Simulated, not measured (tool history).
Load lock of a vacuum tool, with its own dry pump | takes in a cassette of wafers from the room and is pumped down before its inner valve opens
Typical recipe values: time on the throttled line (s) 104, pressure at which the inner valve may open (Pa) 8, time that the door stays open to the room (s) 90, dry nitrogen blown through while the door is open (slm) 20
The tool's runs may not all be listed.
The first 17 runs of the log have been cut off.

run,day,time on the throttled line (s),pressure at which the inner valve may open (Pa),time that the door stays open to the room (s),dry nitrogen blown through while the door is open (slm),hours that the pump has run since its overhaul,times that the door has closed on its seal,"incoming humidity of the room's air, %",time from the closed door until the inner valve may open (s),rise of the pressure with all valves shut (Pa/min)
18,46.288,56,8,90,20,7423,6965,44.6,117.2,0.06
19,50.062,104,8,90,20,7513,7401,45.4,158,0.065
20,52.925,61,7,93,32,7582,7730,44.2,122.5,0.066
21,56.179,71,7,25,6,7660,8106,43.7,130.9,0.062
22,59.362,71,7,25,6,7737,8473,47.5,131.4,0.066
23,63.117,190,8,90,20,7827,8905,44.7,231.2,0.077
24,66.354,65,7,30,23,7904,9278,41.6,126.7,0.06
25,69.183,123,7,204,23,7972,9605,45.6,175.4,0.099
26,71.558,123,7,138,6,8029,9878,47.8,175.4,0.123
27,75.312,123,7,155,5,8119,10311,44.9,175.4,0.123
28,77.517,104,8,45,20,8172,10565,44.1,159,0.08
29,81.092,104,8,45,20,8258,10978,45.4,158.2,0.082
30,82.871,136,13,90,9,8301,11183,45.5,181.9,0.103
31,85.938,74,9,90,9,8374,11536,47.8,132.1,0.106
32,89.042,112,13,90,9,8449,11894,45.3,161.8,0.109
33,92.592,104,14,105,20,8534,12304,45.5,154.5,0.103
34,95.25,104,14,105,20,8598,12610,45.9,153.8,0.107
35,98.433,104,14,105,20,8674,12977,45.4,153.9,0.105
36,101.092,104,8,90,20,8738,13283,45.7,159.6,0.109

Forecast run 37:
37,104.2,81,8,90,20,8813,13642,41,?,?

Logged for run 37: time from the closed door until the inner valve may open (s) 139.1, rise of the pressure with all valves shut (Pa/min) 0.107.
Were there no unlogged condition in the tool, this run, its random variation unchanged, would have produced time from the closed door until the inner valve may open (s) 131.9, rise of the pressure with all valves shut (Pa/min) 0.031.
